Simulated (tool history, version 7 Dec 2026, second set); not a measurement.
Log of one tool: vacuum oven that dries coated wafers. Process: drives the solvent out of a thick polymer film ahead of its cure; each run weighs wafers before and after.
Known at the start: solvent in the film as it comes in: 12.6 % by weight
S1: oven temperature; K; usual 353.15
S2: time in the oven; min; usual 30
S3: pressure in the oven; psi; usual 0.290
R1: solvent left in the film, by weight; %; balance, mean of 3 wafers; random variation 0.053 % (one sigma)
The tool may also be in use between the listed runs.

run    hour      S1  S2     S3    R1
  1     0.0  353.15  30  0.290  1.84
  2    43.8  353.15  30  0.672  3.74
  3   115.5  344.15  30  0.290  3.12
  4   156.8  353.15  30  0.247  1.64
  5   238.9  353.15  30  0.247  1.56
  6   307.1  353.15  49  0.247  1.42
  7   371.9  350.15  49  0.247  1.56
  8   413.3  350.15  49  0.247  1.55
  9   472.8  350.15  49  0.247  1.66
 10   551.0  350.15  49  0.535  3.29
 11   589.0  353.15  35  0.290  1.67
 12   672.5  353.15  32  0.290  1.83
 13   723.5  355.15  49  0.609  3.16
 14   802.9  367.15  34  0.912  2.75
 15   839.6  345.15  30  0.278  3.02
 16   909.4  341.15  35  0.709  7.03
 17   945.4  353.15  30  0.258  1.71
 18   996.8  361.15  30  0.795  3.22
 19  1061.2  361.15  30  0.795  3.14
 20  1141.1  353.15  48  0.289  1.73
 21  1211.7  353.15  48  0.289  1.77
 22  1271.8  353.15  48  0.289  1.71
 23  1339.9  353.15  48  0.197  1.29

Not shown: 2 entries that the log had between the listed runs. Between which runs, and how does the tool's hidden state differ before and after?
Between runs 5 and 6: oven's thermocouples calibrated (hour 300.8)
  true wafer temperature over the reading, C: 0.89 -> 1.05; true pressure over the reading, kPa: 0.076 -> 0.091
  measured less the result without the state, R1: -0.03 -> +0.01 %
Between runs 8 and 9: oven's thermocouples calibrated, once more (hour 428.2)
  true wafer temperature over the reading, C: 1.15 -> 0.26; true pressure over the reading, kPa: 0.114 -> 0.127
  measured less the result without the state, R1: +0.01 -> +0.09 %
